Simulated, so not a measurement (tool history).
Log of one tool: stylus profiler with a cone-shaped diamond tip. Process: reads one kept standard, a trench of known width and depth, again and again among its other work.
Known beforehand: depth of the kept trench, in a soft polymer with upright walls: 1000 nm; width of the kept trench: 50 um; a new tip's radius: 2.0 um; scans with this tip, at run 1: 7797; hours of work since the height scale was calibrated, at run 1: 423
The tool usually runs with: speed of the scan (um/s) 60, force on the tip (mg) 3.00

run   hour  speed of the scan (um/s)  force on the tip (mg)  scans with this tip  hours of work since the height scale was calibrated  depth of the trench (nm)  width of the trench's floor (nm)
  1    0.0                        60                   3.00                 7797                                                  423                   1008.11                             44610
  2   44.7                        60                   3.00                 7946                                                  453                   1008.76                             44640
  3   72.5                        60                   3.00                 8039                                                  471                   1008.27                             44530
  4  114.1                        60                   3.00                 8177                                                  499                   1008.16                             44600
  5  159.6                        60                   3.00                 8329                                                  529                   1008.60                             44570
  6  226.3                        60                   4.22                 8551                                                  573                   1010.65                             44520
     229.9  -- height scale calibrated on a step standard
  7  264.3                        60                   4.22                 8676                                                   23                   1010.68                             44460
  8  310.6                        60                   1.23                 8831                                                   53                   1005.91                             44360
     361.2  -- height scale calibrated on a step standard, once more
  9  367.3                        99                   1.49                 9018                                                    4                   1003.99                             44260
 10  433.5                        66                   4.95                 9239                                                   48                   1010.20                             44440
 11  496.2                        29                   1.83                 9448                                                   89                   1005.38                             44400
 12  524.9                        56                   7.53                 9544                                                  109                   1014.45                             44350
 13  587.3                        56                   7.53                 9752                                                  150                   1013.82                             44320
 14  651.7                       193                   1.33                 9967                                                  193                   1004.35                             43750
 15  695.8                        37                   1.57                10114                                                  222                   1005.23                             44210
 16  723.3                        21                   3.00                10206                                                  240                   1008.03                             44280

3 options for the next run, each taken on its own from the tool as it stands now. Forecast them:
  A  759.3                        60                   5.88                10326                                                  264                         ?                                 ?
  B  759.3                        86                   1.31                10326                                                  264                         ?                                 ?
  C  759.3                       133                   4.98                10326                                                  264                         ?                                 ?

run  depth of the trench (nm)  width of the trench's floor (nm)
  A                   1012.15                             44170
  B                   1005.04                             44010
  C                   1010.99                             44030
With the hidden condition removed and each run's random variation left untouched, the same runs would have given:
run  depth of the trench (nm)  width of the trench's floor (nm)
  A                   1011.67                             46400
  B                   1004.57                             46240
  C                   1010.51                             46270

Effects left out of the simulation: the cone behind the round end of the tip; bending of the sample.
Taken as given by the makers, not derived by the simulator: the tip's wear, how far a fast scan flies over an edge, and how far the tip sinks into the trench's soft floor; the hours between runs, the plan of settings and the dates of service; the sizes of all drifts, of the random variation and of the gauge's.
